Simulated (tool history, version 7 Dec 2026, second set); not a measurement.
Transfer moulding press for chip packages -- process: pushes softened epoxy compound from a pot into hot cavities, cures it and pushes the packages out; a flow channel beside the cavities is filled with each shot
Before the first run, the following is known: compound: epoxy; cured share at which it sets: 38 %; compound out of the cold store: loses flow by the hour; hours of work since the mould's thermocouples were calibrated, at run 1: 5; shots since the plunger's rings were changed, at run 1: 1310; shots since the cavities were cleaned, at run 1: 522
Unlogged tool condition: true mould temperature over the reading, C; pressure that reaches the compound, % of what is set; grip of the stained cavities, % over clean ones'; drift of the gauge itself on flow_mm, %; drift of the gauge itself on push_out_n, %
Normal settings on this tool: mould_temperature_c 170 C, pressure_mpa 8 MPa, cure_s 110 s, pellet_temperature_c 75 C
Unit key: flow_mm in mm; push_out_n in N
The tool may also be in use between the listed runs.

| run | hour | mould_temperature_c | pressure_mpa | cure_s | pellet_temperature_c | hours of work since the mould's thermocouples were calibrated | shots since the plunger's rings were changed | shots since the cavities were cleaned | incoming compound's hours out of the cold store | flow_mm | push_out_n |
|---|---|---|---|---|---|---|---|---|---|---|---|
| 1 | 0 | 170 | 8 | 110 | 75 | 5 | 1310 | 522 | 42.8 | 757 | 670 |
| 2 | 22.6 | 170 | 8 | 110 | 75 | 14 | 1460 | 672 | 22.2 | 835 | 758 |
|  | 32 | cavities cleaned with cleaning compound and waxed |
| 3 | 53.7 | 170 | 8 | 110 | 75 | 26 | 1658 | 145 | 39 | 767 | 519 |
| 4 | 91.1 | 170 | 8 | 110 | 75 | 41 | 1907 | 394 | 46.3 | 739 | 634 |
| 5 | 112.2 | 170 | 8 | 110 | 79 | 50 | 2048 | 535 | 40.3 | 759 | 685 |
|  | 140.9 | cavities cleaned with cleaning compound and waxed |
| 6 | 140.9 | 170 | 7.08 | 110 | 75 | 61 | 2229 | 0 | 33.8 | 735 | 457 |
| 7 | 165.1 | 170 | 7.08 | 130 | 83 | 71 | 2390 | 161 | 44.4 | 695 | 474 |
| 8 | 201.1 | 173 | 7.79 | 131 | 79 | 85 | 2630 | 401 | 31.7 | 765 | 536 |
| 9 | 230.7 | 165 | 8 | 114 | 75 | 97 | 2827 | 598 | 15.4 | 865 | 950 |
|  | 250.8 | cavities cleaned with cleaning compound and waxed |
| 10 | 270.4 | 170 | 8 | 110 | 81 | 112 | 3082 | 131 | 9.4 | 877 | 563 |
| 11 | 298.5 | 170 | 6.46 | 110 | 67 | 124 | 3269 | 318 | 44.1 | 655 | 610 |

Each row is a separate what-if for the run after 11, all from the same tool condition, not one after another. Results?
|  | 329.9 | plunger's sealing rings changed |
| A | 349.3 | 170 | 7.04 | 98 | 67 | 143 | 130 | 640 | 37.4 | ? | ? |
|  | 329.9 | plunger's sealing rings changed |
| B | 349.3 | 177 | 6.46 | 110 | 67 | 143 | 130 | 640 | 39.7 | ? | ? |
|  | 329.9 | plunger's sealing rings changed |
| C | 349.3 | 170 | 8 | 110 | 84 | 143 | 130 | 640 | 26.7 | ? | ? |
|  | 329.9 | plunger's sealing rings changed |
| D | 349.3 | 170 | 8 | 103 | 75 | 143 | 130 | 640 | 26.4 | ? | ? |

| run | flow_mm | push_out_n |
|---|---|---|
| A | 746 | 920 |
| B | 691 | 631 |
| C | 841 | 711 |
| D | 840 | 821 |
Had the tool no hidden state, the same runs would have come out as:
| run | flow_mm | push_out_n |
|---|---|---|
| A | 749 | 571 |
| B | 694 | 394 |
| C | 844 | 440 |
| D | 843 | 510 |

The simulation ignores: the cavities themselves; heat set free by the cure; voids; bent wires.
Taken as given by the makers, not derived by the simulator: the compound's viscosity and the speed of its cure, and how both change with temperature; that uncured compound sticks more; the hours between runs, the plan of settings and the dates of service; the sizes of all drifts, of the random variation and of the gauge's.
